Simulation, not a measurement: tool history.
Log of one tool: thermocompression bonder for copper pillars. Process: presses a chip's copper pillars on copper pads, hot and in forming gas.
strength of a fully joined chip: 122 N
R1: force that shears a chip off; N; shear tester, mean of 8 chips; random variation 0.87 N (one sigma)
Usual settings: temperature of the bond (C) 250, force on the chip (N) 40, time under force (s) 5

run 1 hour=0 | temperature_of_the_bond_(C)=250 force_on_the_chip_(N)=40 time_under_force_(s)=5 | R1=88.1
run 2 hour=27.8 | temperature_of_the_bond_(C)=250 force_on_the_chip_(N)=40 time_under_force_(s)=5 | R1=89.3
run 3 hour=43.9 | temperature_of_the_bond_(C)=250 force_on_the_chip_(N)=40 time_under_force_(s)=5 | R1=88.5
run 4 hour=72 | temperature_of_the_bond_(C)=250 force_on_the_chip_(N)=40 time_under_force_(s)=5 | R1=87.9
run 5 hour=87.3 | temperature_of_the_bond_(C)=250 force_on_the_chip_(N)=40 time_under_force_(s)=5 | R1=88.8
run 6 hour=104.7 | temperature_of_the_bond_(C)=250 force_on_the_chip_(N)=40 time_under_force_(s)=5 | R1=89.3
run 7 hour=125.6 | temperature_of_the_bond_(C)=250 force_on_the_chip_(N)=36 time_under_force_(s)=5 | R1=81.4
run 8 hour=141.9 | temperature_of_the_bond_(C)=250 force_on_the_chip_(N)=40 time_under_force_(s)=5 | R1=86.7
run 9 hour=168.5 | temperature_of_the_bond_(C)=250 force_on_the_chip_(N)=40 time_under_force_(s)=5 | R1=87
run 10 hour=191.9 | temperature_of_the_bond_(C)=250 force_on_the_chip_(N)=40 time_under_force_(s)=5 | R1=79.8
run 11 hour=208.2 | temperature_of_the_bond_(C)=250 force_on_the_chip_(N)=40 time_under_force_(s)=5 | R1=80
run 12 hour=234.1 | temperature_of_the_bond_(C)=250 force_on_the_chip_(N)=40 time_under_force_(s)=5 | R1=79.9
run 13 hour=262.3 | temperature_of_the_bond_(C)=250 force_on_the_chip_(N)=40 time_under_force_(s)=5 | R1=79.2
run 14 hour=278.7 | temperature_of_the_bond_(C)=250 force_on_the_chip_(N)=40 time_under_force_(s)=5 | R1=79.2
run 15 hour=297.4 | temperature_of_the_bond_(C)=250 force_on_the_chip_(N)=42 time_under_force_(s)=5 | R1=80.4
run 16 hour=324.7 | temperature_of_the_bond_(C)=250 force_on_the_chip_(N)=48 time_under_force_(s)=5 | R1=95.2
run 17 hour=352.1 | temperature_of_the_bond_(C)=250 force_on_the_chip_(N)=40 time_under_force_(s)=5 | R1=84.8
run 18 hour=369.3 | temperature_of_the_bond_(C)=226 force_on_the_chip_(N)=40 time_under_force_(s)=5 | R1=65.4
run 19 hour=389.6 | temperature_of_the_bond_(C)=226 force_on_the_chip_(N)=40 time_under_force_(s)=5 | R1=65.4
run 20 hour=406.2 | temperature_of_the_bond_(C)=226 force_on_the_chip_(N)=26 time_under_force_(s)=5 | R1=43.7
run 21 hour=434.3 | temperature_of_the_bond_(C)=226 force_on_the_chip_(N)=26 time_under_force_(s)=5 | R1=45.8
run 22 hour=459.3 | temperature_of_the_bond_(C)=238 force_on_the_chip_(N)=51 time_under_force_(s)=10 | R1=103.7
run 23 hour=479.6 | temperature_of_the_bond_(C)=238 force_on_the_chip_(N)=51 time_under_force_(s)=6 | R1=92.9
run 24 hour=498.9 | temperature_of_the_bond_(C)=228 force_on_the_chip_(N)=30 time_under_force_(s)=11 | R1=70.5
run 25 hour=525.6 | temperature_of_the_bond_(C)=260 force_on_the_chip_(N)=26 time_under_force_(s)=11 | R1=87.5
run 26 hour=540.7 | temperature_of_the_bond_(C)=244 force_on_the_chip_(N)=40 time_under_force_(s)=3 | R1=71.3
run 27 hour=561.3 | temperature_of_the_bond_(C)=237 force_on_the_chip_(N)=36 time_under_force_(s)=4 | R1=65.3
run 28 hour=574.8 | temperature_of_the_bond_(C)=250 force_on_the_chip_(N)=24 time_under_force_(s)=3 | R1=49.7
run 29 hour=596.2 | temperature_of_the_bond_(C)=250 force_on_the_chip_(N)=24 time_under_force_(s)=4 | R1=54.7
run 30 hour=609.1 | temperature_of_the_bond_(C)=237 force_on_the_chip_(N)=40 time_under_force_(s)=4 | R1=71.3
run 31 hour=638.5 | temperature_of_the_bond_(C)=232 force_on_the_chip_(N)=30 time_under_force_(s)=7 | R1=64
run 32 hour=666.5 | temperature_of_the_bond_(C)=265 force_on_the_chip_(N)=40 time_under_force_(s)=5 | R1=94.1
run 33 hour=687.6 | temperature_of_the_bond_(C)=258 force_on_the_chip_(N)=44 time_under_force_(s)=5 | R1=95.6
run 34 hour=714.2 | temperature_of_the_bond_(C)=249 force_on_the_chip_(N)=44 time_under_force_(s)=13 | R1=103.1
run 35 hour=727.1 | temperature_of_the_bond_(C)=266 force_on_the_chip_(N)=48 time_under_force_(s)=6 | R1=106
run 36 hour=748.5 | temperature_of_the_bond_(C)=250 force_on_the_chip_(N)=26 time_under_force_(s)=3 | R1=52.6
run 37 hour=776.9 | temperature_of_the_bond_(C)=276 force_on_the_chip_(N)=26 time_under_force_(s)=3 | R1=70.1
run 38 hour=796 | temperature_of_the_bond_(C)=250 force_on_the_chip_(N)=40 time_under_force_(s)=12 | R1=108.2
run 39 hour=815.4 | temperature_of_the_bond_(C)=265 force_on_the_chip_(N)=26 time_under_force_(s)=3 | R1=67.9

Not shown: 5 entries that the log had between the listed runs. Between which runs, and how does the tool's hidden state differ before and after?
Between runs 9 and 10: heater calibrated with a thermocouple chip (hour 191.7)
  true temperature of the bond over the reading, C: 10.2 -> -0.6; oxide that the forming gas leaves, % of the face: 6.36 -> 6.67
  measured less the result without the state, R1: +0.4 -> -7.4 N
Between runs 12 and 13: force cell calibrated (hour 237.1)
  true temperature of the bond over the reading, C: 0 -> 0.4; force that reaches the chip, % of what is set: 96.9 -> 95; oxide that the forming gas leaves, % of the face: 7.22 -> 7.63
  measured less the result without the state, R1: -7.5 -> -8.6 N
Between runs 15 and 16: forming gas filter changed (hour 300.1)
  true temperature of the bond over the reading, C: 0.9 -> 1.2; force that reaches the chip, % of what is set: 94.9 -> 94.8; oxide that the forming gas leaves, % of the face: 8.14 -> 1.01
  measured less the result without the state, R1: -8.9 -> -2.3 N
Between runs 20 and 21: force cell calibrated, once more (hour 415.9)
  true temperature of the bond over the reading, C: 2.4 -> 2.7; force that reaches the chip, % of what is set: 94.5 -> 99.4; oxide that the forming gas leaves, % of the face: 2.16 -> 2.54
  measured less the result without the state, R1: -1.6 -> +0.7 N
Between runs 37 and 38: forming gas filter changed (hour 794)
  true temperature of the bond over the reading, C: 7.4 -> 7.7; force that reaches the chip, % of what is set: 98.2 -> 98.1; oxide that the forming gas leaves, % of the face: 7.42 -> 0.59
  measured less the result without the state, R1: -1 -> +3.4 N
